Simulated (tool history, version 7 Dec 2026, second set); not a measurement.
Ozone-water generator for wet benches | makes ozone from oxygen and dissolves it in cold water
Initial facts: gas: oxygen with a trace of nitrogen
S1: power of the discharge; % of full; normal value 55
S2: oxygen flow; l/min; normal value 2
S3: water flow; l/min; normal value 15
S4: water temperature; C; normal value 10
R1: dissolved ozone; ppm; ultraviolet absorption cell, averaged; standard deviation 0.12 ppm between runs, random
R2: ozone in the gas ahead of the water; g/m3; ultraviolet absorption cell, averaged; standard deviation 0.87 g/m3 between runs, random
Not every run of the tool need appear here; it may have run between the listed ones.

run 1 day=0 | S1=55 S2=2 S3=15 S4=10 | R1=11.1 R2=137
run 2 day=1.404 | S1=55 S2=1.04 S3=15 S4=10 | R1=10.1 R2=214.6
run 3 day=2.396 | S1=55 S2=1.04 S3=15 S4=10 | R1=10.3 R2=213.7
run 4 day=3.3 | S1=55 S2=1.03 S3=15 S4=10 | R1=10.1 R2=218
run 5 day=5.083 | S1=55 S2=2.81 S3=15 S4=10 | R1=11.1 R2=107.3
run 6 day=6.446 | S1=55 S2=2.81 S3=15 S4=10 | R1=11.2 R2=107.7
run 7 day=8 | S1=55 S2=2.81 S3=15 S4=10 | R1=11 R2=108.2
run 8 day=9.433 | S1=55 S2=2 S3=15 S4=11 | R1=10.8 R2=134.5
run 9 day=10.5 | S1=55 S2=2 S3=15 S4=10 | R1=11.1 R2=135.9
run 10 day=11.421 | S1=55 S2=2 S3=15 S4=10 | R1=10.8 R2=137.2
run 11 day=12.846 | S1=55 S2=2 S3=15 S4=10 | R1=10.8 R2=136.1
run 12 day=13.696 | S1=41 S2=2 S3=15 S4=10 | R1=9.1 R2=109.8
run 13 day=15.296 | S1=55 S2=2 S3=15 S4=10 | R1=11 R2=134.3
run 14 day=16.162 | S1=55 S2=2 S3=15 S4=10 | R1=10.9 R2=136.9
run 15 day=17.454 | S1=55 S2=2 S3=15 S4=10 | R1=11.1 R2=136.2
run 16 day=18.254 | S1=55 S2=2 S3=16 S4=7 | R1=10.3 R2=135.9
run 17 day=19.325 | S1=61 S2=2.3 S3=23 S4=7 | R1=7.9 R2=132.8
run 18 day=20.138 | S1=77 S2=2 S3=17 S4=10 | R1=12.2 R2=170.9
run 19 day=21.533 | S1=56 S2=1.04 S3=17 S4=10 | R1=8.8 R2=215.5
run 20 day=22.9 | S1=56 S2=1.04 S3=17 S4=10 | R1=9 R2=215.5
run 21 day=24.538 | S1=55 S2=2 S3=15 S4=10 | R1=10.9 R2=134.2
run 22 day=25.588 | S1=55 S2=2 S3=15 S4=7 | R1=11.1 R2=134.3
run 23 day=26.767 | S1=55 S2=2 S3=15 S4=7 | R1=11 R2=132.6
run 24 day=28.133 | S1=55 S2=2 S3=16 S4=14 | R1=9.9 R2=133.8
run 25 day=29.596 | S1=56 S2=2 S3=15 S4=14 | R1=10.7 R2=137
run 26 day=31.025 | S1=41 S2=1.78 S3=12 S4=7 | R1=11 R2=118.6
run 27 day=32.492 | S1=41 S2=1.78 S3=12 S4=7 | R1=11 R2=118.3
run 28 day=34.238 | S1=41 S2=1.78 S3=11 S4=8 | R1=11.8 R2=120.4

Branching from run 28: 3 alternative next runs. What would each branch give?
run A day=35.433 | S1=41 S2=2.52 S3=11 S4=8 | R1=? R2=?
run B day=35.433 | S1=41 S2=2.96 S3=15 S4=8 | R1=? R2=?
run C day=35.433 | S1=55 S2=2 S3=21 S4=12 | R1=? R2=?

run=A R1=11.8 R2=94.4
run=B R1=9.1 R2=83.3
run=C R1=7.7 R2=133.4
Without the tool's hidden state the same runs would have given:
run=A R1=13 R2=99.2
run=B R1=10.1 R2=87.6
run=C R1=8.8 R2=142.7
